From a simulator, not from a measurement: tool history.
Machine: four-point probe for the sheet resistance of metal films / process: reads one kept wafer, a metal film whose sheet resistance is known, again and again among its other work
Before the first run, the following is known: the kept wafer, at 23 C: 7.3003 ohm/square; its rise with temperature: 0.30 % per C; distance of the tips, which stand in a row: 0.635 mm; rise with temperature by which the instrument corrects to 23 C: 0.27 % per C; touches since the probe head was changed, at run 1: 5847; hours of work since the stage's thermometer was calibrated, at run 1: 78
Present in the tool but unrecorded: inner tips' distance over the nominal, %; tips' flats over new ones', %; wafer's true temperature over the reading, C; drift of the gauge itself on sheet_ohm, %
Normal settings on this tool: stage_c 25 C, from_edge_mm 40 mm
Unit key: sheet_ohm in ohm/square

| run | hour | stage_c | from_edge_mm | touches since the probe head was changed | hours of work since the stage's thermometer was calibrated | sheet_ohm |
|---|---|---|---|---|---|---|
| 1 | 0 | 25 | 40 | 5847 | 78 | 7.294012 |
| 2 | 22.4 | 25 | 22 | 6369 | 88 | 7.295937 |
| 3 | 42.3 | 20 | 40 | 6834 | 96 | 7.284404 |
| 4 | 61.6 | 25 | 39 | 7283 | 105 | 7.293444 |
| 5 | 72.5 | 25 | 39 | 7538 | 110 | 7.294936 |
| 6 | 89.9 | 25 | 39 | 7944 | 117 | 7.295721 |
| 7 | 106.2 | 25 | 39 | 8323 | 124 | 7.298064 |
| 8 | 124.1 | 25 | 70 | 8742 | 132 | 7.295117 |
| 9 | 145.8 | 25 | 40 | 9248 | 141 | 7.29332 |
| 10 | 169.8 | 25 | 40 | 9806 | 152 | 7.294334 |
| 11 | 188.6 | 25 | 40 | 10245 | 160 | 7.294126 |
| 12 | 210.7 | 25 | 12 | 10761 | 170 | 7.304005 |
| 13 | 227.4 | 25 | 12 | 11150 | 177 | 7.305304 |
| 14 | 238.4 | 26 | 12 | 11407 | 182 | 7.307277 |
| 15 | 250.3 | 24 | 40 | 11684 | 187 | 7.289126 |
| 16 | 274.7 | 25 | 40 | 12254 | 197 | 7.294272 |
| 17 | 293.9 | 25 | 40 | 12700 | 206 | 7.297194 |
| 18 | 313.7 | 25 | 40 | 13162 | 214 | 7.292057 |
| 19 | 333.5 | 25 | 40 | 13624 | 223 | 7.292349 |
| 20 | 344.7 | 25 | 40 | 13886 | 228 | 7.292411 |
| 21 | 359.5 | 25 | 40 | 14230 | 234 | 7.294315 |
| 22 | 380.6 | 25 | 40 | 14722 | 243 | 7.292914 |
| 23 | 397.8 | 22 | 10 | 15124 | 251 | 7.301557 |
| 24 | 412.6 | 22 | 10 | 15469 | 257 | 7.299149 |
| 25 | 431.8 | 34 | 71 | 15918 | 266 | 7.310327 |
| 26 | 455.1 | 25 | 12 | 16461 | 276 | 7.301512 |
| 27 | 476.1 | 33 | 36 | 16951 | 285 | 7.307672 |
| 28 | 495.6 | 32 | 55 | 17405 | 293 | 7.304182 |
| 29 | 507.7 | 32 | 55 | 17686 | 299 | 7.307102 |

Run 30 is up next; what results do you expect?
| 30 | 526.8 | 32 | 55 | 18131 | 307 | ? |

Run 30 measured sheet_ohm 7.304698 ohm/square.
Take away the tool's hidden state, keep the run-to-run variation as it was, and the same run would have given sheet_ohm 7.319694 ohm/square.
